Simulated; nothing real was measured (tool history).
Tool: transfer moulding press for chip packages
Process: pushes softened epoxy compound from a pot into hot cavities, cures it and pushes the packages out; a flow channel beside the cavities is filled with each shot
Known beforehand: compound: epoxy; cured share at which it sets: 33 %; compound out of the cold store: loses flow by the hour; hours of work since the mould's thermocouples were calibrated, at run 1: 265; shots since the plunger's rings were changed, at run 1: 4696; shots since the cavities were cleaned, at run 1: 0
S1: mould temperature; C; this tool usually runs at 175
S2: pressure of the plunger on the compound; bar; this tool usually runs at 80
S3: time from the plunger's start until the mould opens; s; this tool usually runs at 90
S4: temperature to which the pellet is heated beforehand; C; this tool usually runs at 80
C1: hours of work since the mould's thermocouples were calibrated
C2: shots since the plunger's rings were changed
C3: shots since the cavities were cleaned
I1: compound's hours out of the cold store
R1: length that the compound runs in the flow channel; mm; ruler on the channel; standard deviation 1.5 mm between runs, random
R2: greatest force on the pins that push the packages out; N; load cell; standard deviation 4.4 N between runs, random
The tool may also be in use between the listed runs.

run,hour,S1,S2,S3,S4,C1,C2,C3,I1,R1,R2
1,0,175,80,90,80,265,4696,0,33.5,893,238
# hour 6.7: plunger's sealing rings changed
2,17.3,175,80,90,80,275,135,188,37.4,906,281
3,32.8,175,80,90,80,285,330,383,20.4,957,324
# hour 38.5: cavities cleaned with cleaning compound and waxed
4,46.9,175,80,90,80,293,490,107,11.4,980,265
5,59.6,175,80,90,80,301,650,267,9.9,982,298
6,69.4,175,80,90,80,307,774,391,21.4,947,323
# hour 75.2: cavities cleaned with cleaning compound and waxed
7,80.4,175,80,90,80,314,894,66,43.6,890,245
8,87.1,175,80,90,80,318,979,151,36.8,906,277
9,99.4,175,80,90,80,326,1134,306,28.4,927,307
10,108.3,175,73.1,90,80,332,1247,419,18.9,911,331
# hour 111.8: cavities cleaned with cleaning compound and waxed
11,123.9,175,73.1,90,80,341,1426,154,40.5,853,274
12,135.9,175,80,78,80,349,1578,306,16.5,959,378
# hour 148.1: cavities cleaned with cleaning compound and waxed
13,148.8,175,80,78,80,356,1722,9,12.4,967,310
14,163.8,175,80,90,80,366,1911,198,10.3,975,290
15,170.1,175,80,90,80,370,1992,279,37.7,894,288
16,178.6,181,91.7,90,80,375,2099,386,45.2,912,270
# hour 184.7: cavities cleaned with cleaning compound and waxed
17,186.7,181,91.7,90,80,380,2182,25,31.8,946,209
18,194.6,175,63.3,119,80,385,2282,125,31.5,811,221
19,201.9,175,62,116,80,389,2375,218,30.1,805,246
20,214.4,172,81.8,76,80,398,2533,376,38.2,913,499
# hour 221.3: cavities cleaned with cleaning compound and waxed
21,224.9,172,81.8,76,80,403,2647,46,46.5,892,392
22,237.5,176,80,90,80,411,2806,205,21.9,928,275
23,250.1,176,83.6,90,76,420,2965,364,46,882,297
# hour 256.9: cavities cleaned with cleaning compound and waxed
24,259.1,175,80,114,80,424,3060,28,31.7,903,202
25,272.2,180,66.5,87,79,433,3226,194,35.8,794,251
26,280.6,179,70.1,82,76,438,3333,301,35.1,820,276
27,289.7,178,89.9,90,80,444,3448,416,40,919,288
# hour 292.8: cavities cleaned with cleaning compound and waxed
28,302.9,178,89.9,90,80,452,3595,127,17.5,980,247
29,312.9,178,89.9,90,80,458,3722,254,21.3,968,262

Predict each of these 3 candidate next runs independently; none follows another, all start after run 29:
A,325.5,178,82.9,90,80,467,3881,413,24.7,?,?
B,325.5,176,80,77,74,467,3881,413,28.8,?,?
C,325.5,178,99.4,90,79,467,3881,413,41.2,?,?

run,R1,R2
A,918,282
B,903,389
C,956,292
Stripped of hidden state, with their random variation kept, the same runs would have yielded:
run,R1,R2
A,949,208
B,934,294
C,988,215
